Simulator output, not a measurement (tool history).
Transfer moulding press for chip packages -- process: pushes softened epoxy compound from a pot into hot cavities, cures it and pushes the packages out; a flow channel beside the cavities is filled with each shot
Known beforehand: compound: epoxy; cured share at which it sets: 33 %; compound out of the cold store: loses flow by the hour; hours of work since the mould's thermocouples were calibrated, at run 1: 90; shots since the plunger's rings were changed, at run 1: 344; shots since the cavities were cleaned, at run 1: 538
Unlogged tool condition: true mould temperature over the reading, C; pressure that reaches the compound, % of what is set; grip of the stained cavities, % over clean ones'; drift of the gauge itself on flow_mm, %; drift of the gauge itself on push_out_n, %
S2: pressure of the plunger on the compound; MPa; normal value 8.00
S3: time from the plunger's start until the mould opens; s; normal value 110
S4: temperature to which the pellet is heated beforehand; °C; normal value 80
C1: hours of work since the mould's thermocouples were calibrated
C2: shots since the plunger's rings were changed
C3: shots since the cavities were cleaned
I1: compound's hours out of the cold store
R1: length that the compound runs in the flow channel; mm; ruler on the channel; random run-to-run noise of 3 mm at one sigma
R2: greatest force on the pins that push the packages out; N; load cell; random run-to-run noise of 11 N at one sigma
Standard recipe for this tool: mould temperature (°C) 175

Run 1, hour 0.0: usual settings; C1 90; C2 344; C3 538; I1 43.8. Result: R1 725 mm, R2 803 N.
Run 2, hour 6.9: usual settings but S3 136 s; C1 95; C2 419; C3 613; I1 45.4. Result: R1 726 mm, R2 687 N.
Run 3, hour 18.0: usual settings but S3 136 s; C1 102; C2 540; C3 734; I1 38.2. Result: R1 745 mm, R2 707 N.
At hour 26.0: cavities cleaned with cleaning compound and waxed.
Run 4, hour 26.0: usual settings but S3 136 s; C1 107; C2 610; C3 0; I1 41.1. Result: R1 732 mm, R2 434 N.
Run 5, hour 36.0: usual settings but S2 7.20 MPa, S3 136 s; C1 113; C2 719; C3 109; I1 12.0. Result: R1 802 mm, R2 508 N.
Run 6, hour 47.4: usual settings but S2 7.20 MPa, S3 136 s; C1 121; C2 843; C3 233; I1 28.2. Result: R1 742 mm, R2 576 N.
Run 7, hour 56.0: usual settings; C1 127; C2 936; C3 326; I1 21.7. Result: R1 804 mm, R2 741 N.
Run 8, hour 64.5: usual settings; C1 132; C2 1028; C3 418; I1 23.3. Result: R1 806 mm, R2 797 N.
Run 9, hour 72.6: usual settings but mould temperature (°C) 178; C1 138; C2 1116; C3 506; I1 43.3. Result: R1 712 mm, R2 682 N.
Run 10, hour 85.3: usual settings but mould temperature (°C) 178; C1 146; C2 1254; C3 644; I1 41.3. Result: R1 722 mm, R2 740 N.
Run 11, hour 94.2: usual settings; C1 152; C2 1350; C3 740; I1 31.9. Result: R1 768 mm, R2 836 N.
At hour 101.5: cavities cleaned with cleaning compound and waxed.
Run 12, hour 102.6: usual settings; C1 157; C2 1425; C3 11; I1 22.7. Result: R1 801 mm, R2 566 N.
Run 13, hour 111.0: usual settings; C1 162; C2 1517; C3 103; I1 21.1. Result: R1 810 mm, R2 626 N.
Run 14, hour 122.0: usual settings; C1 170; C2 1636; C3 222; I1 31.2. Result: R1 768 mm, R2 690 N.
Run 15, hour 131.9: usual settings but S2 8.56 MPa; C1 176; C2 1743; C3 329; I1 20.6. Result: R1 836 mm, R2 708 N.
Run 16, hour 138.9: usual settings but S2 8.56 MPa; C1 181; C2 1820; C3 406; I1 40.7. Result: R1 757 mm, R2 752 N.
Run 17, hour 146.6: usual settings but mould temperature (°C) 179, S2 9.14 MPa; C1 186; C2 1903; C3 489; I1 43.3. Result: R1 753 mm, R2 657 N.
Run 18, hour 156.4: usual settings but mould temperature (°C) 172, S2 9.14 MPa; C1 193; C2 2010; C3 596; I1 16.8. Result: R1 891 mm, R2 1045 N.
Run 19, hour 166.4: usual settings but mould temperature (°C) 172, S2 9.14 MPa, S3 136 s; C1 199; C2 2118; C3 704; I1 15.5. Result: R1 897 mm, R2 780 N.
Run 20, hour 174.6: usual settings but mould temperature (°C) 179, S3 106 s, S4 77 °C; C1 205; C2 2208; C3 794; I1 10.4. Result: R1 828 mm, R2 755 N.
At hour 177.3: cavities cleaned with cleaning compound and waxed.
Run 21, hour 188.6: usual settings but S2 8.11 MPa, S3 119 s; C1 213; C2 2343; C3 122; I1 9.1. Result: R1 853 mm, R2 570 N.
Run 22, hour 200.5: usual settings but mould temperature (°C) 172; C1 221; C2 2473; C3 252; I1 41.2. Result: R1 736 mm, R2 806 N.
Run 23, hour 206.6: usual settings but mould temperature (°C) 177, S2 6.06 MPa, S4 72 °C; C1 225; C2 2539; C3 318; I1 29.6. Result: R1 660 mm, R2 667 N.
Run 24, hour 219.5: usual settings but S2 7.25 MPa; C1 234; C2 2679; C3 458; I1 36.6. Result: R1 704 mm, R2 774 N.
Run 25, hour 227.5: usual settings but S2 8.06 MPa, S3 108 s, S4 78 °C; C1 239; C2 2765; C3 544; I1 33.7. Result: R1 752 mm, R2 826 N.
Run 26, hour 239.3: usual settings but S2 8.06 MPa, S3 108 s, S4 78 °C; C1 247; C2 2894; C3 673; I1 33.3. Result: R1 757 mm, R2 833 N.
Run 27, hour 250.7: usual settings but mould temperature (°C) 182, S4 72 °C; C1 255; C2 3017; C3 796; I1 43.2. Result: R1 689 mm, R2 702 N.
At hour 253.1: cavities cleaned with cleaning compound and waxed.
Run 28, hour 264.4: usual settings but mould temperature (°C) 179, S2 7.48 MPa, S3 128 s, S4 78 °C; C1 263; C2 3150; C3 123; I1 10.0. Result: R1 790 mm, R2 511 N.
Run 29, hour 276.1: usual settings but mould temperature (°C) 179, S2 7.48 MPa, S3 123 s, S4 78 °C; C1 270; C2 3276; C3 249; I1 22.9. Result: R1 739 mm, R2 587 N.

Here are 3 independent what-if runs from the current tool condition. What would each one return?
Run A, hour 287.3: usual settings but mould temperature (°C) 179, S4 71 °C; C1 278; C2 3398; C3 371; I1 18.9. Result: R1 ?, R2 ?.
Run B, hour 287.3: usual settings but mould temperature (°C) 170; C1 278; C2 3398; C3 371; I1 23.1. Result: R1 ?, R2 ?.
Run C, hour 287.3: usual settings but S2 6.63 MPa, S3 121 s, S4 74 °C; C1 278; C2 3398; C3 371; I1 8.2. Result: R1 ?, R2 ?.

run   R1    R2
  A  780   634
  B  808  1087
  C  767   719
Stripped of hidden state, with their random variation kept, the same runs would have yielded:
run   R1   R2
  A  808  466
  B  837  818
  C  795  532
